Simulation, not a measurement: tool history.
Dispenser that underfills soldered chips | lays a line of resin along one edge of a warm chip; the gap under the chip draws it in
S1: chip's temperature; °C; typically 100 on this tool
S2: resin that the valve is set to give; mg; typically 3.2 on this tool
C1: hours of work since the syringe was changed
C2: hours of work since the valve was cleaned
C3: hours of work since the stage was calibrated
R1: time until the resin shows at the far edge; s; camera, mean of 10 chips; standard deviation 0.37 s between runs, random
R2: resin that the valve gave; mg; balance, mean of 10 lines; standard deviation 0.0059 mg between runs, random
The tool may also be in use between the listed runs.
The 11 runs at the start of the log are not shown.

run,hour,S1,S2,C1,C2,C3,R1,R2
12,83.8,100,2.82,7,36,227,31.2,2.772
13,89.1,100,2.82,11,40,231,37.9,2.767
# hour 91.1: new syringe of resin
14,95,100,2.82,3,44,235,25.3,2.769
15,100.5,92,3.2,7,48,239,38.8,3.135
16,106,99,3.2,11,52,243,38.5,3.129
# hour 107.9: new syringe of resin
17,113.3,99,3.2,4,57,248,26.9,3.126
18,123.4,100,4.04,11,65,255,38,3.936
# hour 124.6: new syringe of resin
19,134.3,100,3.87,7,73,263,30.3,3.756
# hour 141: new syringe of resin
20,141.4,100,3.87,0,77,268,21.5,3.739
21,148.6,105,4.02,6,83,273,25,3.882
22,154.5,111,3.3,10,87,278,26.6,3.172
# hour 157.7: new syringe of resin
23,164.9,112,2.8,5,94,285,20.7,2.688
# hour 169.9: dispensing valve cleaned and set on the balance
24,173.7,99,3.61,11,3,291,37.6,3.607
# hour 175.3: new syringe of resin
25,179.9,100,3.07,3,7,295,26.1,3.06
26,190.3,100,3.07,11,15,303,38.2,3.045
# hour 191.9: new syringe of resin
27,195.6,100,3.07,3,18,306,25.2,3.037
28,201.6,88,4.17,7,23,311,43.7,4.134
29,206,111,4.17,10,26,314,26.3,4.11
# hour 208.8: new syringe of resin
30,215.3,97,3.7,5,32,320,30.7,3.653
31,220.6,97,3.7,9,36,324,36.7,3.651
# hour 225.1: new syringe of resin
32,225.3,85,4.15,0,40,327,34.8,4.087
33,235.9,114,2.9,8,47,335,22.3,2.848
34,240.9,97,2.9,11,51,339,43.7,2.836

Forecast each of these 5 alternatives for the next run:
# hour 241.7: new syringe of resin
A,247,100,4,4,55,343,?,?
# hour 241.7: new syringe of resin
B,247,104,3.91,4,55,343,?,?
# hour 241.7: new syringe of resin
C,247,107,2.9,4,55,343,?,?
# hour 241.7: new syringe of resin
D,247,110,3.2,4,55,343,?,?
# hour 241.7: new syringe of resin
E,247,97,3.23,4,55,343,?,?

run,R1,R2
A,25.3,3.914
B,23.1,3.82
C,22,2.833
D,19.6,3.123
E,28.4,3.145
With no hidden state in the tool, these same runs would have given:
run,R1,R2
A,20.2,4.009
B,18.6,3.913
C,17.6,2.902
D,15.8,3.199
E,22.7,3.222

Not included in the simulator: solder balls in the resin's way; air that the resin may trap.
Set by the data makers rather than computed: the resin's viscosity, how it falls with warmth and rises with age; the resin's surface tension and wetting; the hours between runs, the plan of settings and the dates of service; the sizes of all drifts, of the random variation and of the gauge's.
